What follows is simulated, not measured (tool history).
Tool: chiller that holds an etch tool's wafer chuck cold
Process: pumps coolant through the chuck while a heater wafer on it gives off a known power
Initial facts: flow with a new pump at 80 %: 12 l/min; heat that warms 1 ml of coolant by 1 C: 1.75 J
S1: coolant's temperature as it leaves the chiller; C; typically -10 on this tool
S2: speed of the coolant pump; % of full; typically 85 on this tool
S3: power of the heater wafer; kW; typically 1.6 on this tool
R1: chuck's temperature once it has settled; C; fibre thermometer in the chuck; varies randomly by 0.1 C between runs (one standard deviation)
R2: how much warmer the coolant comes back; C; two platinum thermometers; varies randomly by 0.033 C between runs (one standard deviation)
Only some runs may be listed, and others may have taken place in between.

Run 1, hour 0: usual settings. Result: R1 -0.2 C, R2 4.3 C.
Run 2, hour 78.1: usual settings. Result: R1 -0.2 C, R2 4.36 C.
Run 3, hour 140.6: usual settings but S2 62 % of full. Result: R1 2.7 C, R2 5.89 C.
Run 4, hour 208.2: usual settings but S2 62 % of full. Result: R1 3 C, R2 5.84 C.
Run 5, hour 297.5: usual settings but S2 62 % of full. Result: R1 2.9 C, R2 5.91 C.
Run 6, hour 345.9: usual settings but S1 -19 C. Result: R1 -9.2 C, R2 4.26 C.
Run 7, hour 416.9: usual settings but S3 1.437 kW. Result: R1 -1 C, R2 3.77 C.
Run 8, hour 487.7: usual settings but S3 1.437 kW. Result: R1 -1 C, R2 3.76 C.
Run 9, hour 540.2: usual settings but S3 1.437 kW. Result: R1 -0.8 C, R2 3.71 C.
Run 10, hour 638.2: usual settings but S3 1.437 kW. Result: R1 -1.1 C, R2 3.68 C.
Run 11, hour 734.1: usual settings but S1 -4 C. Result: R1 5.9 C, R2 4.13 C.
Run 12, hour 822.9: usual settings. Result: R1 0 C, R2 4.14 C.
Run 13, hour 907.4: usual settings. Result: R1 0 C, R2 4.07 C.
Run 14, hour 1005.3: usual settings but S3 0.832 kW. Result: R1 -4.7 C, R2 2 C.
Run 15, hour 1072: usual settings but S3 0.832 kW. Result: R1 -5 C, R2 1.95 C.
Run 16, hour 1124.1: usual settings. Result: R1 0 C, R2 4.07 C.
Run 17, hour 1223.1: usual settings but S1 -15 C, S3 0.872 kW. Result: R1 -9.4 C, R2 2.02 C.

For run 18, what comes out?
Run 18, hour 1316: usual settings but S2 65 % of full. Result: R1 ?, R2 ?.

{"run 18": {"R1": 2.3, "R2": 5.38}}
Were there no unlogged condition in the tool, this run, its random variation unchanged, would have produced R1 2.3 C, R2 5.69 C.
